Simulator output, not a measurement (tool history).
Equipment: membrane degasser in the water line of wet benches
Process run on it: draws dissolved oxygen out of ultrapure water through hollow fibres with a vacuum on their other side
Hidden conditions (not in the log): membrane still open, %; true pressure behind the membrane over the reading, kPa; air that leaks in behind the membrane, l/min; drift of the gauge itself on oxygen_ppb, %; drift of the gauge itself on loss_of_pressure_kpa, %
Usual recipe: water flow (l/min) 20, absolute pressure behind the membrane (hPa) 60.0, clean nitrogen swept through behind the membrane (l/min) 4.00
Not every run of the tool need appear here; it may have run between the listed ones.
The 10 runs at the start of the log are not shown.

| run | hour | water flow (l/min) | absolute pressure behind the membrane (hPa) | clean nitrogen swept through behind the membrane (l/min) | hours since the membrane was changed | hours since the vacuum gauge was calibrated | hours since the vacuum lines were made tight | dissolved oxygen in the water behind the degasser (ppb) | pressure that the water loses in the fibres (hPa) |
|---|---|---|---|---|---|---|---|---|---|
| 11 | 465.0 | 20 | 60.0 | 4.00 | 552 | 661 | 4783 | 39.3 | 338.3 |
| 12 | 528.5 | 20 | 60.0 | 4.00 | 616 | 724 | 4846 | 39.1 | 341.3 |
| 13 | 561.3 | 20 | 60.0 | 4.00 | 649 | 757 | 4879 | 39.2 | 341.8 |
| 14 | 600.9 | 20 | 60.0 | 4.00 | 688 | 797 | 4918 | 39.2 | 337.8 |
| 15 | 672.0 | 20 | 60.0 | 4.00 | 759 | 868 | 4990 | 40.0 | 341.4 |
| 16 | 728.8 | 20 | 60.0 | 5.87 | 816 | 925 | 5046 | 28.3 | 341.9 |
| 17 | 793.5 | 20 | 60.0 | 4.00 | 881 | 989 | 5111 | 39.9 | 341.7 |
| 18 | 869.2 | 20 | 60.0 | 4.00 | 957 | 1065 | 5187 | 40.4 | 341.3 |
| 19 | 932.5 | 20 | 40.8 | 2.58 | 1020 | 1128 | 5250 | 22.2 | 339.9 |
| 20 | 987.1 | 20 | 88.6 | 2.41 | 1075 | 1183 | 5305 | 117.4 | 339.3 |
| 21 | 1059.9 | 18 | 60.0 | 4.00 | 1147 | 1256 | 5377 | 36.4 | 306.2 |
| 22 | 1108.6 | 25 | 54.2 | 2.86 | 1196 | 1304 | 5426 | 55.2 | 425.5 |
| 23 | 1158.7 | 14 | 130.4 | 2.74 | 1246 | 1355 | 5476 | 126.0 | 234.6 |
| 24 | 1219.4 | 20 | 46.5 | 8.99 | 1307 | 1415 | 5537 | 12.3 | 339.1 |
| 25 | 1274.3 | 20 | 60.0 | 8.67 | 1362 | 1470 | 5592 | 20.9 | 344.0 |
| 26 | 1354.8 | 13 | 38.7 | 6.79 | 1442 | 1551 | 5672 | 5.2 | 220.4 |

Estimate the outcome of run 27 from the log above:
| 27 | 1413.1 | 14 | 55.8 | 4.00 | 1500 | 1609 | 5731 | ? | ? |

dissolved oxygen in the water behind the degasser (ppb): 23.2
pressure that the water loses in the fibres (hPa): 239.5
Had the tool carried no hidden state, the very same run would have given dissolved oxygen in the water behind the degasser (ppb) 21.5, pressure that the water loses in the fibres (hPa) 237.9.
